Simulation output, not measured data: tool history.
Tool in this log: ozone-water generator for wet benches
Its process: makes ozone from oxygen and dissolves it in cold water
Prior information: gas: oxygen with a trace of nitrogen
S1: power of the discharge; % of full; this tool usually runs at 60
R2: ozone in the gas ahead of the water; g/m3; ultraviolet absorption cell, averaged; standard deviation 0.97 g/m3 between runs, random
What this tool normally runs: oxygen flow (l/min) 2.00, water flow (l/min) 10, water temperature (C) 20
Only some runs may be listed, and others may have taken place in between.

Run 1, hour 0.0: usual settings. Result: dissolved ozone (ppm) 13.6, R2 138.0 g/m3.
Run 2, hour 108.4: usual settings. Result: dissolved ozone (ppm) 13.5, R2 137.4 g/m3.
Run 3, hour 239.3: usual settings but water flow (l/min) 11. Result: dissolved ozone (ppm) 12.5, R2 136.4 g/m3.
Run 4, hour 314.3: usual settings. Result: dissolved ozone (ppm) 13.4, R2 136.5 g/m3.
Run 5, hour 452.5: usual settings. Result: dissolved ozone (ppm) 13.3, R2 136.4 g/m3.
Run 6, hour 604.7: usual settings but S1 52 % of full, oxygen flow (l/min) 2.68, water flow (l/min) 9. Result: dissolved ozone (ppm) 13.4, R2 107.5 g/m3.
At hour 613.9: water thermometer calibrated.
Run 7, hour 731.2: usual settings but S1 52 % of full, oxygen flow (l/min) 2.68, water flow (l/min) 9. Result: dissolved ozone (ppm) 13.3, R2 107.7 g/m3.
At hour 829.3: contactor cleaned.
Run 8, hour 892.5: usual settings but S1 52 % of full, oxygen flow (l/min) 2.68, water flow (l/min) 9. Result: dissolved ozone (ppm) 13.8, R2 106.4 g/m3.
Run 9, hour 972.9: usual settings but S1 66 % of full, oxygen flow (l/min) 2.68, water flow (l/min) 12, water temperature (C) 16. Result: dissolved ozone (ppm) 13.8, R2 124.7 g/m3.
Run 10, hour 1100.0: usual settings but S1 66 % of full, oxygen flow (l/min) 2.68, water flow (l/min) 12, water temperature (C) 16. Result: dissolved ozone (ppm) 13.6, R2 123.5 g/m3.

Alternative continuations, all from the tool just after run 10; predict every row:
Run A, hour 1257.2: usual settings but S1 79 % of full. Result: dissolved ozone (ppm) ?, R2 ?.
Run B, hour 1257.2: usual settings but S1 66 % of full, oxygen flow (l/min) 2.06, water temperature (C) 16. Result: dissolved ozone (ppm) ?, R2 ?.
Run C, hour 1257.2: usual settings but S1 66 % of full, oxygen flow (l/min) 3.01, water flow (l/min) 9, water temperature (C) 16. Result: dissolved ozone (ppm) ?, R2 ?.
Run D, hour 1257.2: usual settings but S1 66 % of full, oxygen flow (l/min) 2.68, water flow (l/min) 12, water temperature (C) 16. Result: dissolved ozone (ppm) ?, R2 ?.
Run E, hour 1257.2: usual settings but S1 66 % of full, oxygen flow (l/min) 3.22, water flow (l/min) 8, water temperature (C) 12. Result: dissolved ozone (ppm) ?, R2 ?.

run  dissolved ozone (ppm)     R2
  A                   16.1  159.4
  B                   15.1  138.4
  C                   16.9  117.0
  D                   13.4  123.1
  E                   19.7  111.7
The same runs, with their run-to-run variation unchanged, on a tool lacking any hidden condition would have given:
run  dissolved ozone (ppm)     R2
  A                   21.3  209.2
  B                   19.2  175.8
  C                   21.6  148.4
  D                   17.1  156.0
  E                   25.2  142.0
